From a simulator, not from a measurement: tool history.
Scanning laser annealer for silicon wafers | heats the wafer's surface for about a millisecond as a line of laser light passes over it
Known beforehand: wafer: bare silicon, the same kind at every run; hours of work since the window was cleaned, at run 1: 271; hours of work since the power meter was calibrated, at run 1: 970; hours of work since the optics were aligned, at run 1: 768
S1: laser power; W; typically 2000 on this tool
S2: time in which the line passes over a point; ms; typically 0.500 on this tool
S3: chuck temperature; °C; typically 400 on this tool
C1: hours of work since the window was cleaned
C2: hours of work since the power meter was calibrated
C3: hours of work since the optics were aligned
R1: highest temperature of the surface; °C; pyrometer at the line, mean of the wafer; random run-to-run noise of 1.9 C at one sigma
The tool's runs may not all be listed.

Run 1, day 0.000: usual settings; C1 271; C2 970; C3 768. Result: R1 1111 °C.
Run 2, day 1.167: usual settings but S3 428 °C; C1 287; C2 987; C3 785. Result: R1 1138 °C.
Run 3, day 1.975: usual settings but S3 428 °C; C1 298; C2 998; C3 796. Result: R1 1143 °C.
Run 4, day 3.058: usual settings; C1 314; C2 1013; C3 811. Result: R1 1108 °C.
Run 5, day 4.179: usual settings; C1 329; C2 1029; C3 827. Result: R1 1110 °C.
Run 6, day 5.171: usual settings; C1 343; C2 1042; C3 840. Result: R1 1113 °C.
At day 6.338: optics aligned, line set to its width.
Run 7, day 6.842: usual settings; C1 363; C2 1063; C3 7. Result: R1 1112 °C.
Run 8, day 8.754: usual settings but S3 409 °C; C1 390; C2 1089; C3 34. Result: R1 1122 °C.
Run 9, day 10.046: usual settings but S3 409 °C; C1 408; C2 1107; C3 52. Result: R1 1118 °C.
Run 10, day 11.988: usual settings but S3 409 °C; C1 435; C2 1134; C3 79. Result: R1 1118 °C.
Run 11, day 12.858: usual settings but S3 409 °C; C1 447; C2 1147; C3 91. Result: R1 1122 °C.
Run 12, day 13.804: usual settings but S1 1728 W, S3 378 °C; C1 460; C2 1160; C3 104. Result: R1 995 °C.
Run 13, day 15.125: usual settings but S1 1946 W, S3 414 °C; C1 479; C2 1178; C3 122. Result: R1 1105 °C.

What will run 14 give?
Run 14, day 16.921: usual settings but S1 2096 W, S2 0.593 ms, S3 413 °C; C1 504; C2 1203; C3 147. Result: R1 ?.

Run 14 gave R1 1215 °C.
If the tool had no hidden condition, the same run with the same run-to-run variation would have returned R1 1215 °C.
